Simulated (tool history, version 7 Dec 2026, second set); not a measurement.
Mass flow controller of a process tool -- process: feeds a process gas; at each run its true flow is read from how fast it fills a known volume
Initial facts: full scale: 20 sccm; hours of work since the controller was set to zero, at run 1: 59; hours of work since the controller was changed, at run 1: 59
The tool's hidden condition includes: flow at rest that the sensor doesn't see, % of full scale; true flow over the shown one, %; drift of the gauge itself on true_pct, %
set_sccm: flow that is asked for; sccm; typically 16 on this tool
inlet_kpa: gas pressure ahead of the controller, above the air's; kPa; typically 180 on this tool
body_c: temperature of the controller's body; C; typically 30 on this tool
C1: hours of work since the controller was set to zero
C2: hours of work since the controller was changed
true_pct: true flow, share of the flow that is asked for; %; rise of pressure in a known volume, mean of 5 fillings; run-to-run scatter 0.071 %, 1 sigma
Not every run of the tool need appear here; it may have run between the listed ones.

{"run": 1, "day": 0.0, "set_sccm": 16, "inlet_kpa": 180, "body_c": 30, "C1": 59, "C2": 59, "true_pct": 99.94}
{"run": 2, "day": 15.746, "set_sccm": 16, "inlet_kpa": 180, "body_c": 30, "C1": 186, "C2": 186, "true_pct": 99.8}
{"run": 3, "day": 25.112, "set_sccm": 16, "inlet_kpa": 197, "body_c": 30, "C1": 262, "C2": 262, "true_pct": 99.76}
{"run": 4, "day": 45.154, "set_sccm": 16, "inlet_kpa": 197, "body_c": 30, "C1": 425, "C2": 425, "true_pct": 99.68}
{"run": 5, "day": 64.004, "set_sccm": 16, "inlet_kpa": 180, "body_c": 31, "C1": 577, "C2": 577, "true_pct": 99.67}
{"run": 6, "day": 85.388, "set_sccm": 16, "inlet_kpa": 180, "body_c": 31, "C1": 751, "C2": 751, "true_pct": 99.61}
{"run": 7, "day": 105.104, "set_sccm": 16, "inlet_kpa": 180, "body_c": 31, "C1": 910, "C2": 910, "true_pct": 99.5}
{"run": 8, "day": 124.783, "set_sccm": 16, "inlet_kpa": 180, "body_c": 31, "C1": 1070, "C2": 1070, "true_pct": 99.46}
{"run": 9, "day": 137.046, "set_sccm": 16, "inlet_kpa": 180, "body_c": 31, "C1": 1169, "C2": 1169, "true_pct": 99.35}
{"run": 10, "day": 148.354, "set_sccm": 16, "inlet_kpa": 180, "body_c": 31, "C1": 1261, "C2": 1261, "true_pct": 99.32}
{"run": 11, "day": 160.212, "set_sccm": 16, "inlet_kpa": 180, "body_c": 31, "C1": 1357, "C2": 1357, "true_pct": 99.29}
{"run": 12, "day": 171.542, "set_sccm": 16, "inlet_kpa": 180, "body_c": 31, "C1": 1448, "C2": 1448, "true_pct": 99.16}
{"run": 13, "day": 189.358, "set_sccm": 16, "inlet_kpa": 180, "body_c": 31, "C1": 1593, "C2": 1593, "true_pct": 99.31}
{"run": 14, "day": 198.558, "set_sccm": 16, "inlet_kpa": 180, "body_c": 31, "C1": 1667, "C2": 1667, "true_pct": 99.18}
{"run": 15, "day": 209.617, "set_sccm": 16, "inlet_kpa": 156, "body_c": 31, "C1": 1757, "C2": 1757, "true_pct": 99.33}
{"run": 16, "day": 230.146, "set_sccm": 16, "inlet_kpa": 180, "body_c": 30, "C1": 1923, "C2": 1923, "true_pct": 99.11}
{"run": 17, "day": 250.167, "set_sccm": 16, "inlet_kpa": 180, "body_c": 30, "C1": 2085, "C2": 2085, "true_pct": 98.9}
{"run": 18, "day": 264.696, "set_sccm": 16, "inlet_kpa": 180, "body_c": 25, "C1": 2203, "C2": 2203, "true_pct": 98.58}
{"run": 19, "day": 279.129, "set_sccm": 16, "inlet_kpa": 180, "body_c": 25, "C1": 2320, "C2": 2320, "true_pct": 98.63}
{"run": 20, "day": 290.283, "set_sccm": 16, "inlet_kpa": 180, "body_c": 25, "C1": 2410, "C2": 2410, "true_pct": 98.79}
{"day": 292.046, "done": "controller's zero set anew"}
{"run": 21, "day": 301.75, "set_sccm": 16, "inlet_kpa": 180, "body_c": 25, "C1": 79, "C2": 2503, "true_pct": 98.51}
{"run": 22, "day": 323.488, "set_sccm": 16, "inlet_kpa": 180, "body_c": 25, "C1": 255, "C2": 2679, "true_pct": 98.59}
{"run": 23, "day": 344.267, "set_sccm": 16, "inlet_kpa": 180, "body_c": 26, "C1": 423, "C2": 2848, "true_pct": 98.48}
{"run": 24, "day": 354.371, "set_sccm": 16, "inlet_kpa": 180, "body_c": 26, "C1": 505, "C2": 2929, "true_pct": 98.54}
{"run": 25, "day": 367.558, "set_sccm": 16, "inlet_kpa": 180, "body_c": 26, "C1": 612, "C2": 3036, "true_pct": 98.39}
{"run": 26, "day": 379.012, "set_sccm": 16, "inlet_kpa": 180, "body_c": 30, "C1": 705, "C2": 3129, "true_pct": 98.59}
{"run": 27, "day": 394.138, "set_sccm": 16, "inlet_kpa": 241, "body_c": 21, "C1": 827, "C2": 3252, "true_pct": 97.95}
{"day": 405.825, "done": "controller's zero set anew, once more"}
{"run": 28, "day": 409.525, "set_sccm": 16, "inlet_kpa": 241, "body_c": 21, "C1": 30, "C2": 3376, "true_pct": 97.35}
{"run": 29, "day": 423.646, "set_sccm": 16, "inlet_kpa": 241, "body_c": 21, "C1": 144, "C2": 3490, "true_pct": 97.23}
{"run": 30, "day": 433.708, "set_sccm": 16, "inlet_kpa": 241, "body_c": 21, "C1": 226, "C2": 3572, "true_pct": 97.51}
{"run": 31, "day": 455.854, "set_sccm": 16, "inlet_kpa": 241, "body_c": 28, "C1": 405, "C2": 3751, "true_pct": 97.51}
{"run": 32, "day": 466.15, "set_sccm": 16, "inlet_kpa": 176, "body_c": 30, "C1": 489, "C2": 3835, "true_pct": 97.71}
{"run": 33, "day": 476.712, "set_sccm": 16, "inlet_kpa": 176, "body_c": 30, "C1": 574, "C2": 3920, "true_pct": 97.76}
{"run": 34, "day": 486.471, "set_sccm": 4, "inlet_kpa": 227, "body_c": 21, "C1": 653, "C2": 3999, "true_pct": 96.65}
{"run": 35, "day": 508.521, "set_sccm": 4, "inlet_kpa": 227, "body_c": 21, "C1": 832, "C2": 4178, "true_pct": 96.72}
{"run": 36, "day": 519.475, "set_sccm": 15, "inlet_kpa": 227, "body_c": 30, "C1": 921, "C2": 4267, "true_pct": 97.36}
{"run": 37, "day": 536.254, "set_sccm": 12, "inlet_kpa": 162, "body_c": 26, "C1": 1057, "C2": 4403, "true_pct": 97.16}
{"run": 38, "day": 555.988, "set_sccm": 12, "inlet_kpa": 162, "body_c": 26, "C1": 1216, "C2": 4563, "true_pct": 97.07}
{"run": 39, "day": 578.079, "set_sccm": 12, "inlet_kpa": 162, "body_c": 38, "C1": 1395, "C2": 4742, "true_pct": 97.62}
{"run": 40, "day": 589.412, "set_sccm": 12, "inlet_kpa": 162, "body_c": 38, "C1": 1487, "C2": 4833, "true_pct": 97.4}
{"run": 41, "day": 603.929, "set_sccm": 12, "inlet_kpa": 162, "body_c": 38, "C1": 1605, "C2": 4951, "true_pct": 97.41}
{"run": 42, "day": 620.15, "set_sccm": 16, "inlet_kpa": 155, "body_c": 30, "C1": 1736, "C2": 5082, "true_pct": 97.3}
{"run": 43, "day": 642.058, "set_sccm": 4, "inlet_kpa": 210, "body_c": 23, "C1": 1914, "C2": 5260, "true_pct": 96.63}
{"run": 44, "day": 659.412, "set_sccm": 12, "inlet_kpa": 221, "body_c": 30, "C1": 2054, "C2": 5400, "true_pct": 96.67}
{"run": 45, "day": 673.671, "set_sccm": 16, "inlet_kpa": 180, "body_c": 28, "C1": 2170, "C2": 5516, "true_pct": 96.9}
{"run": 46, "day": 692.7, "set_sccm": 16, "inlet_kpa": 248, "body_c": 26, "C1": 2324, "C2": 5670, "true_pct": 96.39}
{"run": 47, "day": 712.783, "set_sccm": 2, "inlet_kpa": 149, "body_c": 32, "C1": 2487, "C2": 5833, "true_pct": 98.46}
{"run": 48, "day": 726.529, "set_sccm": 2, "inlet_kpa": 251, "body_c": 20, "C1": 2598, "C2": 5944, "true_pct": 97.51}

Each row is a separate what-if for the run after 48, all from the same tool condition, not one after another. Results?
{"run": "A", "day": 742.204, "set_sccm": 5, "inlet_kpa": 235, "body_c": 23, "C1": 2725, "C2": 6071, "true_pct": "?"}
{"run": "B", "day": 742.204, "set_sccm": 2, "inlet_kpa": 184, "body_c": 20, "C1": 2725, "C2": 6071, "true_pct": "?"}
{"run": "C", "day": 742.204, "set_sccm": 9, "inlet_kpa": 180, "body_c": 35, "C1": 2725, "C2": 6071, "true_pct": "?"}
{"run": "D", "day": 742.204, "set_sccm": 3, "inlet_kpa": 270, "body_c": 30, "C1": 2725, "C2": 6071, "true_pct": "?"}

run=A true_pct=96.21
run=B true_pct=97.90
run=C true_pct=96.56
run=D true_pct=96.93
The same runs, with their run-to-run variation unchanged, on a tool lacking any hidden condition would have given:
run=A true_pct=98.63
run=B true_pct=98.49
run=C true_pct=99.51
run=D true_pct=98.54

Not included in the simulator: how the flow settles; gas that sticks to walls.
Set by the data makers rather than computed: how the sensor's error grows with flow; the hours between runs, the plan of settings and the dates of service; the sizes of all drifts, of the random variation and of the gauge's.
